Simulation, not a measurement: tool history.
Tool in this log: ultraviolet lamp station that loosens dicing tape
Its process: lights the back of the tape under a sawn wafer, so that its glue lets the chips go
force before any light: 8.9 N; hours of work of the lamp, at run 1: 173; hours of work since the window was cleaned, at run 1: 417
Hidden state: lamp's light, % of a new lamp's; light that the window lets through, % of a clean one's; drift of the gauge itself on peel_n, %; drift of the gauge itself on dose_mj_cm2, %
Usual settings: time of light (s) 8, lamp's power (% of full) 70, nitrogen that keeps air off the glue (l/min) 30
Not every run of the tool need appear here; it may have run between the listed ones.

run  hour  time of light (s)  lamp's power (% of full)  nitrogen that keeps air off the glue (l/min)  hours of work of the lamp  hours of work since the window was cleaned  force that peels the tape off (N)  light that reached the tape (J/m2)
  1     0                  8                        70                                            30                        173                                         417                              0.668                                4000
  2  11.1                  8                        70                                            30                        178                                         422                              0.654                                4040
  3  24.6                  8                        70                                            30                        185                                         428                              0.655                                4020
  4  37.3                  8                        70                                            30                        190                                         434                               0.65                                4020
  5  45.2                  8                        70                                            30                        194                                         438                              0.668                                3980
  6  52.6                  8                        61                                            30                        197                                         441                              0.878                                3460

For run 7, what comes out?
  7  60.7                  8                        61                                            30                        201                                         445                                  ?                                   ?

force that peels the tape off (N): 0.863
light that reached the tape (J/m2): 3460
Had the tool carried no hidden state, the very same run would have given force that peels the tape off (N) 0.861, light that reached the tape (J/m2) 3460.

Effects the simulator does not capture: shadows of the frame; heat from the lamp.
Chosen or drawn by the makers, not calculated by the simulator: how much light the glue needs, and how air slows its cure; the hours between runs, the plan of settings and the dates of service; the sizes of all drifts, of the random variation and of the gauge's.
